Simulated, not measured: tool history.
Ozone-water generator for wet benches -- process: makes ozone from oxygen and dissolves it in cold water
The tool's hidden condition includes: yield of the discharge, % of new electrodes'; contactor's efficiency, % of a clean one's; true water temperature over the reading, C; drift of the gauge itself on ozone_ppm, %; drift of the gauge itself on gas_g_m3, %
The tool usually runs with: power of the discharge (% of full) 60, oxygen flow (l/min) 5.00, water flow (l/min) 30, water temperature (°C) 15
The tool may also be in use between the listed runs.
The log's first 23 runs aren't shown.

run	day	power of the discharge (% of full)	oxygen flow (l/min)	water flow (l/min)	water temperature (°C)	hours of work since the electrodes were changed	hours of work since the contactor was cleaned	hours of work since the thermometer was calibrated	dissolved ozone (ppm)	ozone in the gas ahead of the water (g/m3)
24	37.062	77	3.35	34	15	871	966	175	12.1	253.4
25	39.350	77	3.35	34	15	912	1006	216	11.9	252.0
26	41.400	77	3.35	34	15	948	1043	252	12.0	251.9
27	43.571	77	3.35	34	15	987	1082	291	12.0	254.7
28	45.358	60	5.00	30	14	1019	1114	323	12.3	165.7
29	46.642	93	3.35	19	14	1042	1136	346	26.1	286.0
30	48.033	62	2.79	30	15	1066	1161	370	11.8	244.7
31	50.283	60	5.52	30	15	1107	1201	410	12.0	154.5
32	52.442	60	2.58	30	15	1145	1240	449	11.2	254.7
33	53.650	55	3.07	32	18	1167	1261	470	10.0	212.2
34	54.904	60	5.00	31	15	1189	1284	493	11.5	164.8

Forecast each of these 3 alternatives for the next run:
A	56.617	60	5.00	34	15	1219	1314	523	?	?
B	56.617	60	5.00	18	15	1219	1314	523	?	?
C	56.617	60	5.00	30	18	1219	1314	523	?	?

run	dissolved ozone (ppm)	ozone in the gas ahead of the water (g/m3)
A	10.5	164.2
B	20.0	163.6
C	11.4	163.8
The same runs, with their run-to-run variation unchanged, on a tool lacking any hidden condition would have given:
run	dissolved ozone (ppm)	ozone in the gas ahead of the water (g/m3)
A	11.1	169.2
B	21.0	168.5
C	12.0	168.8
